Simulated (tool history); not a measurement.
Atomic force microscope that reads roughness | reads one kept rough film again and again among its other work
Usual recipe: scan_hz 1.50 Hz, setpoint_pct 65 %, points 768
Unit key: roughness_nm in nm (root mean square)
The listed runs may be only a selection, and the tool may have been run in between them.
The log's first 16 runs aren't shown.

run,day,scan_hz,setpoint_pct,points,pictures with this tip,hours of work since the height scale was calibrated,roughness_nm
# day 9.712: new tip fitted
17,10.429,2.31,65,768,25,360,0.841
18,11.129,1.50,65,638,50,370,0.853
19,11.712,1.50,65,638,71,378,0.859
20,12.254,1.50,60,924,90,385,0.865
21,12.762,1.51,84,892,108,392,0.786
# day 13.142: new tip fitted
22,13.175,1.51,84,892,2,397,0.779
23,13.688,1.28,59,508,20,405,0.877
24,14.429,1.41,70,559,46,415,0.846
25,15.042,2.22,80,377,68,423,0.755
26,15.483,1.50,72,634,83,429,0.832
27,15.825,1.50,72,634,96,434,0.832
# day 16.504: new tip fitted
28,16.646,1.50,72,634,5,445,0.838
29,17.017,1.50,72,634,18,450,0.841
30,17.758,1.83,79,634,45,460,0.789
31,18.183,1.50,59,302,60,466,0.873
32,18.638,2.46,70,403,76,472,0.804
33,19.008,3.75,86,925,89,478,0.636
34,19.629,1.21,83,768,111,486,0.796

Below are 3 alternative next runs, each starting from the tool's condition after run 34. Predict each:
# day 19.892: new tip fitted
A,20.167,1.21,56,991,10,493,?
# day 19.892: new tip fitted
B,20.167,1.54,78,338,10,493,?
# day 19.892: new tip fitted
C,20.167,0.76,83,806,10,493,?

run,roughness_nm
A,0.899
B,0.807
C,0.847
Stripped of hidden state, with their random variation kept, the same runs would have yielded:
run,roughness_nm
A,0.900
B,0.808
C,0.848
